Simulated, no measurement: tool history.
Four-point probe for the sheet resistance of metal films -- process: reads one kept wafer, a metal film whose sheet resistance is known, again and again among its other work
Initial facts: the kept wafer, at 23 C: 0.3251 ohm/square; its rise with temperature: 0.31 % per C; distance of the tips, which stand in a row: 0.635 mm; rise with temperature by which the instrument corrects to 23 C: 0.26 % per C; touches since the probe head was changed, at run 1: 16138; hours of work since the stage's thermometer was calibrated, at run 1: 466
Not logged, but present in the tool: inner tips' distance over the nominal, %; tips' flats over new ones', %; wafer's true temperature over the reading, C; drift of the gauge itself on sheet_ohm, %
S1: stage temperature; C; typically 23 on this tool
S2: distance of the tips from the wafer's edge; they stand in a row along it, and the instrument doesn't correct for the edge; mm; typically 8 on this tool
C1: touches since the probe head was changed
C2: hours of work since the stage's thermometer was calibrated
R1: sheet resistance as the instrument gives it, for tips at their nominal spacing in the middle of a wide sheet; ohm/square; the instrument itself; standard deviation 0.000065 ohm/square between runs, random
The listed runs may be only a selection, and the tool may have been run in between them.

Run 1, day 0.000: usual settings; C1 16138; C2 466. Result: R1 0.327661 ohm/square.
Run 2, day 0.604: usual settings; C1 16571; C2 477. Result: R1 0.327576 ohm/square.
Run 3, day 1.396: usual settings; C1 17135; C2 491. Result: R1 0.327560 ohm/square.
Run 4, day 2.225: usual settings; C1 17729; C2 505. Result: R1 0.327578 ohm/square.
Run 5, day 3.217: usual settings but S1 24 C; C1 18436; C2 523. Result: R1 0.327845 ohm/square.
Run 6, day 4.050: usual settings; C1 19035; C2 538. Result: R1 0.327838 ohm/square.
Run 7, day 4.879: usual settings; C1 19626; C2 553. Result: R1 0.327659 ohm/square.
Run 8, day 5.404: usual settings; C1 20001; C2 562. Result: R1 0.327824 ohm/square.
Run 9, day 5.971: usual settings; C1 20407; C2 572. Result: R1 0.327915 ohm/square.
Run 10, day 6.462: usual settings; C1 20758; C2 581. Result: R1 0.327822 ohm/square.
Run 11, day 7.096: usual settings but S2 55 mm; C1 21211; C2 592. Result: R1 0.326832 ohm/square.
Run 12, day 7.742: usual settings but S2 47 mm; C1 21675; C2 604. Result: R1 0.326855 ohm/square.
At day 7.812: stage's thermometer calibrated.
Run 13, day 8.167: usual settings but S1 32 C; C1 21964; C2 6. Result: R1 0.329266 ohm/square.
Run 14, day 8.621: usual settings but S1 32 C; C1 22287; C2 14. Result: R1 0.329420 ohm/square.
Run 15, day 9.104: usual settings but S1 32 C; C1 22633; C2 23. Result: R1 0.329439 ohm/square.
Run 16, day 9.746: usual settings but S2 6 mm; C1 23091; C2 34. Result: R1 0.328886 ohm/square.
Run 17, day 10.450: usual settings; C1 23595; C2 47. Result: R1 0.328018 ohm/square.
Run 18, day 11.371: usual settings but S1 18 C; C1 24254; C2 63. Result: R1 0.327128 ohm/square.
At day 11.450: stage's thermometer calibrated, once more.
Run 19, day 12.058: usual settings but S1 18 C; C1 24729; C2 11. Result: R1 0.326992 ohm/square.
Run 20, day 12.858: usual settings but S1 18 C; C1 25302; C2 25. Result: R1 0.326900 ohm/square.
Run 21, day 13.271: usual settings but S1 18 C, S2 33 mm; C1 25597; C2 32. Result: R1 0.325910 ohm/square.
Run 22, day 13.979: usual settings but S2 53 mm; C1 26103; C2 45. Result: R1 0.326785 ohm/square.

The next listed run, before its measurement:
Run 23, day 14.792: usual settings but S1 25 C, S2 3 mm; C1 26684; C2 59. Result: R1 ?.

Run 23 measured R1 0.334825 ohm/square.
If the tool had no hidden condition, the same run with the same run-to-run variation would have returned R1 0.333137 ohm/square.
